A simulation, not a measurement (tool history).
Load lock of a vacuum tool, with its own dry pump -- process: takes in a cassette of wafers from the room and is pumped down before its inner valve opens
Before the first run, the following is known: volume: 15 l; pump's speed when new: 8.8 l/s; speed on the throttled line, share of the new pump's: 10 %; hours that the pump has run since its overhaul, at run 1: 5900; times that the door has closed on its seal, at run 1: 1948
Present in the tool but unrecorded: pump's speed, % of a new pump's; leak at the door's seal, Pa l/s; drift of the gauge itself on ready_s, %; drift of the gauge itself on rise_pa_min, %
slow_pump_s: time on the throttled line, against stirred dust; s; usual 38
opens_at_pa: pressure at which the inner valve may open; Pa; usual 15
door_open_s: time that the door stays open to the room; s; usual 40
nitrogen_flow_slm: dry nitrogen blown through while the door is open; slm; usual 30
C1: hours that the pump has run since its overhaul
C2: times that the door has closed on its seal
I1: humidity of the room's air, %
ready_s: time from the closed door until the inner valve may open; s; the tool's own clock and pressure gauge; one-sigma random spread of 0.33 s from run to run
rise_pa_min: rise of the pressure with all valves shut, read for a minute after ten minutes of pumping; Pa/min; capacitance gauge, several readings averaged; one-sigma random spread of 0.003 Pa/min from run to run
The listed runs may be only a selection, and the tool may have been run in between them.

{"run": 1, "hour": 0.0, "slow_pump_s": 38, "opens_at_pa": 15, "door_open_s": 40, "nitrogen_flow_slm": 30, "C1": 5900, "C2": 1948, "I1": 46.2, "ready_s": 51.0, "rise_pa_min": 0.029}
{"run": 2, "hour": 99.3, "slow_pump_s": 38, "opens_at_pa": 15, "door_open_s": 40, "nitrogen_flow_slm": 30, "C1": 5999, "C2": 2150, "I1": 43.9, "ready_s": 51.4, "rise_pa_min": 0.03}
{"run": 3, "hour": 179.2, "slow_pump_s": 38, "opens_at_pa": 29, "door_open_s": 40, "nitrogen_flow_slm": 30, "C1": 6079, "C2": 2312, "I1": 43.7, "ready_s": 49.7, "rise_pa_min": 0.036}
{"run": 4, "hour": 228.8, "slow_pump_s": 31, "opens_at_pa": 15, "door_open_s": 40, "nitrogen_flow_slm": 30, "C1": 6129, "C2": 2413, "I1": 44.8, "ready_s": 45.0, "rise_pa_min": 0.028}
{"run": 5, "hour": 317.2, "slow_pump_s": 38, "opens_at_pa": 15, "door_open_s": 40, "nitrogen_flow_slm": 30, "C1": 6217, "C2": 2593, "I1": 40.6, "ready_s": 50.7, "rise_pa_min": 0.032}
{"run": 6, "hour": 370.9, "slow_pump_s": 38, "opens_at_pa": 15, "door_open_s": 40, "nitrogen_flow_slm": 9, "C1": 6271, "C2": 2702, "I1": 44.7, "ready_s": 52.2, "rise_pa_min": 0.049}
{"run": 7, "hour": 467.6, "slow_pump_s": 38, "opens_at_pa": 14, "door_open_s": 40, "nitrogen_flow_slm": 30, "C1": 6367, "C2": 2899, "I1": 45.7, "ready_s": 51.6, "rise_pa_min": 0.029}
{"run": 8, "hour": 529.0, "slow_pump_s": 38, "opens_at_pa": 14, "door_open_s": 40, "nitrogen_flow_slm": 30, "C1": 6429, "C2": 3024, "I1": 46.8, "ready_s": 51.5, "rise_pa_min": 0.034}
{"run": 9, "hour": 596.7, "slow_pump_s": 38, "opens_at_pa": 15, "door_open_s": 40, "nitrogen_flow_slm": 30, "C1": 6496, "C2": 3162, "I1": 44.3, "ready_s": 51.7, "rise_pa_min": 0.036}
{"run": 10, "hour": 665.4, "slow_pump_s": 38, "opens_at_pa": 15, "door_open_s": 104, "nitrogen_flow_slm": 30, "C1": 6565, "C2": 3302, "I1": 45.7, "ready_s": 51.9, "rise_pa_min": 0.048}
{"run": 11, "hour": 768.4, "slow_pump_s": 26, "opens_at_pa": 15, "door_open_s": 40, "nitrogen_flow_slm": 30, "C1": 6668, "C2": 3512, "I1": 45.4, "ready_s": 41.1, "rise_pa_min": 0.035}
{"run": 12, "hour": 826.8, "slow_pump_s": 26, "opens_at_pa": 15, "door_open_s": 40, "nitrogen_flow_slm": 30, "C1": 6727, "C2": 3630, "I1": 45.4, "ready_s": 41.3, "rise_pa_min": 0.036}
{"run": 13, "hour": 879.2, "slow_pump_s": 26, "opens_at_pa": 15, "door_open_s": 40, "nitrogen_flow_slm": 30, "C1": 6779, "C2": 3737, "I1": 44.8, "ready_s": 41.8, "rise_pa_min": 0.035}
{"run": 14, "hour": 984.6, "slow_pump_s": 38, "opens_at_pa": 14, "door_open_s": 40, "nitrogen_flow_slm": 30, "C1": 6884, "C2": 3951, "I1": 44.6, "ready_s": 51.7, "rise_pa_min": 0.033}
{"run": 15, "hour": 1045.1, "slow_pump_s": 38, "opens_at_pa": 15, "door_open_s": 40, "nitrogen_flow_slm": 30, "C1": 6945, "C2": 4075, "I1": 43.7, "ready_s": 51.8, "rise_pa_min": 0.04}
{"run": 16, "hour": 1132.8, "slow_pump_s": 38, "opens_at_pa": 15, "door_open_s": 40, "nitrogen_flow_slm": 30, "C1": 7033, "C2": 4253, "I1": 45.3, "ready_s": 51.5, "rise_pa_min": 0.034}
{"run": 17, "hour": 1198.1, "slow_pump_s": 38, "opens_at_pa": 15, "door_open_s": 40, "nitrogen_flow_slm": 30, "C1": 7098, "C2": 4386, "I1": 47.4, "ready_s": 51.5, "rise_pa_min": 0.04}
{"run": 18, "hour": 1310.1, "slow_pump_s": 38, "opens_at_pa": 15, "door_open_s": 40, "nitrogen_flow_slm": 30, "C1": 7210, "C2": 4614, "I1": 44.1, "ready_s": 52.1, "rise_pa_min": 0.038}
{"run": 19, "hour": 1413.8, "slow_pump_s": 23, "opens_at_pa": 15, "door_open_s": 40, "nitrogen_flow_slm": 30, "C1": 7314, "C2": 4825, "I1": 44.4, "ready_s": 38.7, "rise_pa_min": 0.04}
{"run": 20, "hour": 1514.6, "slow_pump_s": 23, "opens_at_pa": 15, "door_open_s": 40, "nitrogen_flow_slm": 30, "C1": 7414, "C2": 5030, "I1": 44.2, "ready_s": 38.7, "rise_pa_min": 0.035}
{"run": 21, "hour": 1610.2, "slow_pump_s": 23, "opens_at_pa": 15, "door_open_s": 40, "nitrogen_flow_slm": 30, "C1": 7510, "C2": 5225, "I1": 43.9, "ready_s": 38.9, "rise_pa_min": 0.035}
{"run": 22, "hour": 1667.2, "slow_pump_s": 30, "opens_at_pa": 15, "door_open_s": 179, "nitrogen_flow_slm": 40, "C1": 7567, "C2": 5341, "I1": 41.6, "ready_s": 45.1, "rise_pa_min": 0.063}
{"run": 23, "hour": 1720.9, "slow_pump_s": 30, "opens_at_pa": 15, "door_open_s": 179, "nitrogen_flow_slm": 40, "C1": 7621, "C2": 5450, "I1": 45.7, "ready_s": 44.8, "rise_pa_min": 0.063}
{"run": 24, "hour": 1819.6, "slow_pump_s": 30, "opens_at_pa": 15, "door_open_s": 179, "nitrogen_flow_slm": 40, "C1": 7719, "C2": 5651, "I1": 44.3, "ready_s": 44.3, "rise_pa_min": 0.06}
{"run": 25, "hour": 1867.2, "slow_pump_s": 38, "opens_at_pa": 13, "door_open_s": 31, "nitrogen_flow_slm": 5, "C1": 7767, "C2": 5748, "I1": 44.3, "ready_s": 52.8, "rise_pa_min": 0.063}
{"run": 26, "hour": 1942.8, "slow_pump_s": 38, "opens_at_pa": 13, "door_open_s": 31, "nitrogen_flow_slm": 5, "C1": 7843, "C2": 5902, "I1": 47.4, "ready_s": 52.3, "rise_pa_min": 0.063}
{"run": 27, "hour": 1997.8, "slow_pump_s": 20, "opens_at_pa": 26, "door_open_s": 163, "nitrogen_flow_slm": 5, "C1": 7898, "C2": 6014, "I1": 44.7, "ready_s": 35.2, "rise_pa_min": 0.15}
{"run": 28, "hour": 2108.4, "slow_pump_s": 61, "opens_at_pa": 15, "door_open_s": 40, "nitrogen_flow_slm": 30, "C1": 8008, "C2": 6239, "I1": 45.2, "ready_s": 72.1, "rise_pa_min": 0.047}
{"run": 29, "hour": 2212.4, "slow_pump_s": 74, "opens_at_pa": 29, "door_open_s": 40, "nitrogen_flow_slm": 30, "C1": 8112, "C2": 6450, "I1": 48.5, "ready_s": 82.4, "rise_pa_min": 0.045}
{"run": 30, "hour": 2323.1, "slow_pump_s": 38, "opens_at_pa": 10, "door_open_s": 33, "nitrogen_flow_slm": 30, "C1": 8223, "C2": 6676, "I1": 43.2, "ready_s": 53.5, "rise_pa_min": 0.043}
{"run": 31, "hour": 2394.1, "slow_pump_s": 20, "opens_at_pa": 26, "door_open_s": 46, "nitrogen_flow_slm": 4, "C1": 8294, "C2": 6820, "I1": 48.0, "ready_s": 35.1, "rise_pa_min": 0.089}
{"run": 32, "hour": 2446.3, "slow_pump_s": 43, "opens_at_pa": 15, "door_open_s": 40, "nitrogen_flow_slm": 9, "C1": 8346, "C2": 6926, "I1": 45.9, "ready_s": 56.6, "rise_pa_min": 0.065}
{"run": 33, "hour": 2536.5, "slow_pump_s": 21, "opens_at_pa": 16, "door_open_s": 38, "nitrogen_flow_slm": 21, "C1": 8436, "C2": 7110, "I1": 47.3, "ready_s": 38.0, "rise_pa_min": 0.051}
{"run": 34, "hour": 2618.2, "slow_pump_s": 45, "opens_at_pa": 12, "door_open_s": 103, "nitrogen_flow_slm": 26, "C1": 8518, "C2": 7276, "I1": 45.7, "ready_s": 58.9, "rise_pa_min": 0.067}
{"run": 35, "hour": 2717.2, "slow_pump_s": 38, "opens_at_pa": 19, "door_open_s": 40, "nitrogen_flow_slm": 19, "C1": 8617, "C2": 7478, "I1": 45.6, "ready_s": 52.2, "rise_pa_min": 0.055}
{"run": 36, "hour": 2828.0, "slow_pump_s": 38, "opens_at_pa": 19, "door_open_s": 40, "nitrogen_flow_slm": 19, "C1": 8728, "C2": 7703, "I1": 43.0, "ready_s": 52.2, "rise_pa_min": 0.052}
{"run": 37, "hour": 2930.0, "slow_pump_s": 76, "opens_at_pa": 16, "door_open_s": 40, "nitrogen_flow_slm": 19, "C1": 8830, "C2": 7911, "I1": 45.5, "ready_s": 85.7, "rise_pa_min": 0.06}

Below are 4 alternative next runs, each starting from the tool's condition after run 37. Predict each:
{"run": "A", "hour": 2998.2, "slow_pump_s": 34, "opens_at_pa": 15, "door_open_s": 40, "nitrogen_flow_slm": 14, "C1": 8898, "C2": 8050, "I1": 42.2, "ready_s": "?", "rise_pa_min": "?"}
{"run": "B", "hour": 2998.2, "slow_pump_s": 76, "opens_at_pa": 30, "door_open_s": 40, "nitrogen_flow_slm": 6, "C1": 8898, "C2": 8050, "I1": 43.9, "ready_s": "?", "rise_pa_min": "?"}
{"run": "C", "hour": 2998.2, "slow_pump_s": 38, "opens_at_pa": 15, "door_open_s": 40, "nitrogen_flow_slm": 30, "C1": 8898, "C2": 8050, "I1": 44.8, "ready_s": "?", "rise_pa_min": "?"}
{"run": "D", "hour": 2998.2, "slow_pump_s": 76, "opens_at_pa": 15, "door_open_s": 85, "nitrogen_flow_slm": 19, "C1": 8898, "C2": 8050, "I1": 44.9, "ready_s": "?", "rise_pa_min": "?"}

run=A ready_s=49.6 rise_pa_min=0.064
run=B ready_s=84.3 rise_pa_min=0.077
run=C ready_s=52.4 rise_pa_min=0.050
run=D ready_s=85.4 rise_pa_min=0.072
With the hidden condition removed and each run's random variation left untouched, the same runs would have given:
run=A ready_s=46.2 rise_pa_min=0.033
run=B ready_s=82.5 rise_pa_min=0.047
run=C ready_s=49.2 rise_pa_min=0.019
run=D ready_s=83.2 rise_pa_min=0.041
